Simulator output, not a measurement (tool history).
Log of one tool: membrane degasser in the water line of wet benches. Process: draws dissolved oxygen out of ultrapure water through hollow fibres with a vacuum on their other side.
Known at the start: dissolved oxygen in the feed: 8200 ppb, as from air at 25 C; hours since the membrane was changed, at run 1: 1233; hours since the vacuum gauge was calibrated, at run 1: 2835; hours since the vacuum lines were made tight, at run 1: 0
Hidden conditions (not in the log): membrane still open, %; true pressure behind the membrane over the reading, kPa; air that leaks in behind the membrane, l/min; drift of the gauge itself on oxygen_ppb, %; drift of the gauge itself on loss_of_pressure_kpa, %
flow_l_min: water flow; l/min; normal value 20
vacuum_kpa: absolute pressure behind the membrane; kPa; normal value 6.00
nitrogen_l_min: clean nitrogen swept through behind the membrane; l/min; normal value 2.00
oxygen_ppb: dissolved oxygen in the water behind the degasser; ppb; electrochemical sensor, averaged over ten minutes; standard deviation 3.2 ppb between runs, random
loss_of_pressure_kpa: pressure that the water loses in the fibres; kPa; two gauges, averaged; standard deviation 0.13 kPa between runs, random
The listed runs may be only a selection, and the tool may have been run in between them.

run,hour,flow_l_min,vacuum_kpa,nitrogen_l_min,hours since the membrane was changed,hours since the vacuum gauge was calibrated,hours since the vacuum lines were made tight,oxygen_ppb,loss_of_pressure_kpa
1,0.0,20,6.00,2.00,1233,2835,0,325.1,35.60
2,80.9,20,9.81,2.00,1314,2916,81,402.8,35.76
3,162.2,20,7.68,2.00,1395,2998,162,361.6,35.77
4,284.3,20,7.68,2.00,1518,3120,284,354.3,35.74
5,356.2,20,7.68,2.00,1589,3192,356,359.0,35.83
6,484.6,18,6.00,2.00,1718,3320,485,283.0,32.39
7,610.3,18,6.00,2.00,1844,3446,610,286.3,32.26
8,743.2,20,6.00,2.00,1977,3579,743,322.1,35.74
9,818.2,20,5.13,2.00,2052,3654,818,308.6,35.95
# hour 903.8: vacuum gauge calibrated
10,949.0,20,6.00,2.00,2182,45,948,316.5,35.95
11,1036.7,20,6.00,2.00,2270,133,1036,323.2,35.97
12,1118.0,20,6.00,4.81,2351,214,1118,282.7,36.04
13,1246.5,28,6.00,0.81,2479,343,1246,552.9,49.91
14,1301.8,19,6.00,2.75,2535,398,1301,287.5,34.16
15,1424.8,23,5.01,0.80,2658,521,1424,410.6,41.12
16,1484.1,23,5.01,0.80,2717,580,1484,408.9,41.31
17,1546.4,16,7.45,2.00,2779,643,1546,277.7,28.83
18,1663.4,16,7.45,2.00,2896,760,1663,279.8,28.74
19,1763.2,16,13.36,3.03,2996,859,1763,328.9,28.84
20,1839.5,16,10.62,3.32,3072,936,1839,283.5,28.66
21,1915.7,28,6.00,1.97,3148,1012,1915,457.1,50.49
22,2040.0,26,5.99,1.70,3273,1136,2039,439.2,46.58
23,2160.7,21,6.04,3.74,3393,1257,2160,313.4,37.70

Branching from run 23: 5 alternative next runs. What would each branch give?
A,2273.5,21,5.59,3.74,3506,1370,2273,?,?
B,2273.5,32,6.04,3.74,3506,1370,2273,?,?
C,2273.5,20,6.00,0.92,3506,1370,2273,?,?
D,2273.5,21,4.80,3.74,3506,1370,2273,?,?
E,2273.5,29,6.00,2.22,3506,1370,2273,?,?

run,oxygen_ppb,loss_of_pressure_kpa
A,305.3,37.71
B,487.9,57.69
C,381.6,35.97
D,293.3,37.93
E,465.6,52.21
Without the tool's unlogged condition, the same runs would have read:
run,oxygen_ppb,loss_of_pressure_kpa
A,296.7,37.37
B,476.1,57.16
C,373.3,35.64
D,284.8,37.59
E,454.8,51.73
